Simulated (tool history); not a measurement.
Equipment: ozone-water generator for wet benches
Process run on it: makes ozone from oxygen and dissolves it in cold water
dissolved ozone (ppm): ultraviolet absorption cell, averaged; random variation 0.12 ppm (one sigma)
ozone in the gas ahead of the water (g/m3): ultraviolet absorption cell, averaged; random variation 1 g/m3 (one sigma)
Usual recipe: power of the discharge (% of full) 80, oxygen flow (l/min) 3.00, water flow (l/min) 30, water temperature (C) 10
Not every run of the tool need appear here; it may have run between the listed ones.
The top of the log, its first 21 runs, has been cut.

run    hour  power of the discharge (% of full)  oxygen flow (l/min)  water flow (l/min)  water temperature (C)  dissolved ozone (ppm)  ozone in the gas ahead of the water (g/m3)
 22  1958.2                                  74                 1.65                  20                      8                   12.6                                       223.7
 23  2036.8                                  80                 3.97                  30                     10                   10.0                                       133.8
 24  2169.4                                  60                 2.93                  30                     10                    7.6                                       127.1
 25  2285.4                                  47                 2.88                  41                     10                    4.5                                       105.0
 26  2364.2                                  80                 4.52                  26                     10                   11.1                                       120.1
 27  2489.6                                  72                 1.82                  30                     10                    8.0                                       200.7
 28  2625.1                                  58                 2.67                  30                      6                    7.3                                       129.0
 29  2720.9                                  86                 2.11                  30                     17                    9.1                                       207.0
 30  2826.8                                  86                 2.11                  30                     17                    8.8                                       207.1
 31  2954.1                                  43                 3.23                  41                      5                    4.1                                        88.6
 32  3052.5                                  96                 2.78                  30                     10                   10.7                                       186.2
 33  3142.4                                  62                 2.08                  30                     10                    7.1                                       157.8
 34  3220.1                                  53                 5.15                  30                     10                    7.0                                        75.9

Below are 3 alternative next runs, each starting from the tool's condition after run 34. Predict each:
  A  3307.6                                  80                 3.00                  30                     10                      ?                                           ?
  B  3307.6                                  44                 4.53                  30                     10                      ?                                           ?
  C  3307.6                                  80                 3.52                  30                     10                      ?                                           ?

run  dissolved ozone (ppm)  ozone in the gas ahead of the water (g/m3)
  A                    9.0                                       147.3
  B                    6.0                                        69.7
  C                    9.2                                       134.7
Without the tool's unlogged condition, the same runs would have read:
run  dissolved ozone (ppm)  ozone in the gas ahead of the water (g/m3)
  A                   11.0                                       178.1
  B                    6.7                                        77.4
  C                   11.3                                       163.0
